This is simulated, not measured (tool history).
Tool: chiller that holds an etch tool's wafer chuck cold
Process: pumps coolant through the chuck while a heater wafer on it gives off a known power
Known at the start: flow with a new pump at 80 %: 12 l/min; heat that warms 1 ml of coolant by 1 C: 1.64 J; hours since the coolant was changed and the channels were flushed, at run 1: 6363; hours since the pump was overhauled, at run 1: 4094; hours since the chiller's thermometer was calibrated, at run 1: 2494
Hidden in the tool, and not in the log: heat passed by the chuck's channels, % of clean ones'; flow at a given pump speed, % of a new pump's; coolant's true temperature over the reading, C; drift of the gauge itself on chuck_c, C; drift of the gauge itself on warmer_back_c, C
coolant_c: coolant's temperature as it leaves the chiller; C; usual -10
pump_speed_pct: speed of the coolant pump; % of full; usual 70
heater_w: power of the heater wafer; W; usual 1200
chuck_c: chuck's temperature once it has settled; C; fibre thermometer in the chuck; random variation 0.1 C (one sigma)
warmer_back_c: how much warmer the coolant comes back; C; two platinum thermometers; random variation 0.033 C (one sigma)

run	hour	coolant_c	pump_speed_pct	heater_w	hours since the coolant was changed and the channels were flushed	hours since the pump was overhauled	hours since the chiller's thermometer was calibrated	chuck_c	warmer_back_c
1	0.0	-10	70	1200	6363	4094	2494	2.9	4.27
2	86.4	-3	70	1200	6449	4180	2581	10.0	4.23
# hour 117.9: chiller's thermometer calibrated
3	157.3	-3	70	1200	6519	4250	39	10.1	4.21
4	220.6	-10	70	1004	6582	4313	103	0.9	3.60
5	294.1	-10	70	1004	6656	4387	176	1.0	3.54
# hour 388.6: coolant changed, channels flushed
6	393.9	-10	85	1004	5	4481	270	-0.9	2.98
7	440.8	-10	71	1200	52	4528	317	2.6	4.26
8	499.9	-10	71	1200	111	4587	376	2.7	4.25
9	587.5	-10	71	1200	199	4674	464	2.9	4.28
10	647.8	-10	71	1200	259	4735	524	2.7	4.30
11	706.5	-10	71	1200	318	4793	583	2.8	4.31
12	782.0	-10	71	1200	393	4869	658	2.7	4.33
13	859.6	-10	71	1200	471	4946	736	2.7	4.27
14	920.5	-10	89	1200	532	5007	797	0.0	3.42
15	1001.2	-10	89	1200	613	5088	877	0.3	3.43
16	1084.6	-10	89	1200	696	5171	961	0.3	3.46
17	1131.5	-10	65	1200	743	5218	1008	3.8	4.70
18	1231.1	-10	65	1200	843	5318	1107	3.8	4.81
19	1297.5	-10	84	1612	909	5384	1174	4.5	4.91
20	1350.3	-8	70	1200	962	5437	1226	4.8	4.49
21	1444.5	-13	66	979	1056	5531	1321	-1.9	3.93
22	1506.8	-1	96	1175	1118	5594	1383	8.1	3.21
23	1577.4	-1	96	1175	1189	5664	1454	8.3	3.22
24	1631.7	-5	78	1601	1243	5719	1508	10.5	5.29
25	1709.1	-3	75	779	1320	5796	1585	4.9	2.81
# hour 1722.9: gauge calibrated
26	1755.8	-3	75	779	1367	5843	1632	4.9	2.55
27	1848.2	-15	86	1495	1460	5935	1724	-1.8	4.30
28	1926.7	-10	70	1532	1538	6014	1803	6.5	5.43
29	2002.9	-10	70	1240	1614	6090	1879	3.4	4.39
30	2069.0	-6	72	844	1680	6156	1945	2.6	2.92
31	2152.7	-6	90	1198	1764	6240	2029	4.1	3.32
32	2197.6	-6	90	1198	1809	6284	2074	4.2	3.32

Hidden state at the last listed run before each entry between runs and at the first one after, where it differs:
Between runs 2 and 3: chiller's thermometer calibrated (hour 117.9)
  drift of the gauge itself on warmer_back_c, C: 0.01 -> 0.03
  measured less the result without the state, warmer_back_c: +0.02 -> +0.03 C
Between runs 5 and 6: coolant changed, channels flushed (hour 388.6)
  heat passed by the chuck's channels, % of clean ones': 99.7 -> 100; drift of the gauge itself on warmer_back_c, C: 0.05 -> 0.06
  measured less the result without the state, warmer_back_c: +0.05 -> +0.07 C
Between runs 25 and 26: gauge calibrated (hour 1722.9)
  drift of the gauge itself on warmer_back_c, C: 0.28 -> 0.01
  measured less the result without the state, warmer_back_c: +0.28 -> +0.01 C

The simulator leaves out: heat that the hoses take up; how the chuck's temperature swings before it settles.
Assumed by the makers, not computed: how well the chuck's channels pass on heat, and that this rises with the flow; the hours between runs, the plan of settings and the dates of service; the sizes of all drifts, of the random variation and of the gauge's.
